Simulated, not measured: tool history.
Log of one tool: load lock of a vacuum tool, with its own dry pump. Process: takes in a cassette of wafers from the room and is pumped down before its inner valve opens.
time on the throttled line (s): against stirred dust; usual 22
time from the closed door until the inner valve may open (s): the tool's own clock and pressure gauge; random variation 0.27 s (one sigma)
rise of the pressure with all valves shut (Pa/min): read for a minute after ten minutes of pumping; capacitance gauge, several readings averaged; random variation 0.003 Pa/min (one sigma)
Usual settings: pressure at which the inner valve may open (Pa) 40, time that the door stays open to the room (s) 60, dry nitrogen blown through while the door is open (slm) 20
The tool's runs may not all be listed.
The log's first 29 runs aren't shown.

run,day,time on the throttled line (s),pressure at which the inner valve may open (Pa),time that the door stays open to the room (s),dry nitrogen blown through while the door is open (slm),"incoming humidity of the room's air, %",time from the closed door until the inner valve may open (s),rise of the pressure with all valves shut (Pa/min)
30,305.238,26,40,60,20,46.6,40.3,0.044
31,316.846,32,40,83,20,47.4,44.7,0.05
32,323.296,22,40,60,7,44,37.2,0.065
33,334.079,22,40,53,20,44.6,37.6,0.036
34,344.117,22,40,53,20,43.9,37.3,0.036
35,352.096,16,40,60,20,47.5,32.4,0.04
36,366.125,16,68,91,20,45.5,31.2,0.049
37,376.621,16,68,89,20,44.8,31.5,0.059
38,385.567,16,68,89,20,45.7,31.6,0.053

3 ways to go on from here, each from the tool as it stands after run 38. What would each give?
A,397.7,12,40,121,30,42.5,?,?
B,397.7,43,64,89,15,46.6,?,?
C,397.7,24,40,60,20,43.2,?,?

run,time from the closed door until the inner valve may open (s),rise of the pressure with all valves shut (Pa/min)
A,30,0.045
B,51.3,0.059
C,39.1,0.04
Without the tool's hidden state the same runs would have given:
run,time from the closed door until the inner valve may open (s),rise of the pressure with all valves shut (Pa/min)
A,30,0.044
B,51.3,0.058
C,39.1,0.039
